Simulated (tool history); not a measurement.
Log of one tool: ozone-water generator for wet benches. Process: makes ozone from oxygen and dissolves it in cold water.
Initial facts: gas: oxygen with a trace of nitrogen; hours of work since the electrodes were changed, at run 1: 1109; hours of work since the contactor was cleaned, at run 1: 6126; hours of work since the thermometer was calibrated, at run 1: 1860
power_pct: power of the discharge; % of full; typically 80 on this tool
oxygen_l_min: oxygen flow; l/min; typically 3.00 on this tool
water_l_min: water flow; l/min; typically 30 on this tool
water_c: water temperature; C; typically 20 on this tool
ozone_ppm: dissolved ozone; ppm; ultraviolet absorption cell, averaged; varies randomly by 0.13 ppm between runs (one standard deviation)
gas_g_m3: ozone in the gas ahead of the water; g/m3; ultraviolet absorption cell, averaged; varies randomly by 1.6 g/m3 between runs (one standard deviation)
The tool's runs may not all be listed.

run	hour	power_pct	oxygen_l_min	water_l_min	water_c	hours of work since the electrodes were changed	hours of work since the contactor was cleaned	hours of work since the thermometer was calibrated	ozone_ppm	gas_g_m3
1	0.0	80	3.00	30	20	1109	6126	1860	12.4	287.8
2	98.3	80	3.00	30	20	1183	6201	1935	12.4	282.5
3	259.7	80	3.00	30	20	1306	6323	2057	12.5	283.6
4	333.8	80	3.00	30	20	1362	6380	2114	12.3	285.3
5	510.0	80	3.00	30	20	1496	6513	2247	12.4	285.6
6	617.5	80	3.00	30	20	1578	6595	2329	12.2	283.0
7	722.6	80	2.39	19	20	1658	6675	2409	19.5	321.6
8	858.4	80	2.39	19	20	1761	6778	2512	19.8	323.2

For run 9, what comes out?
9	1010.8	80	2.39	19	20	1876	6894	2628	?	?

{"run 9": {"ozone_ppm": 19.8, "gas_g_m3": 318.1}}
Without the tool's hidden state the same run would have given ozone_ppm 22.1 ppm, gas_g_m3 333.9 g/m3.
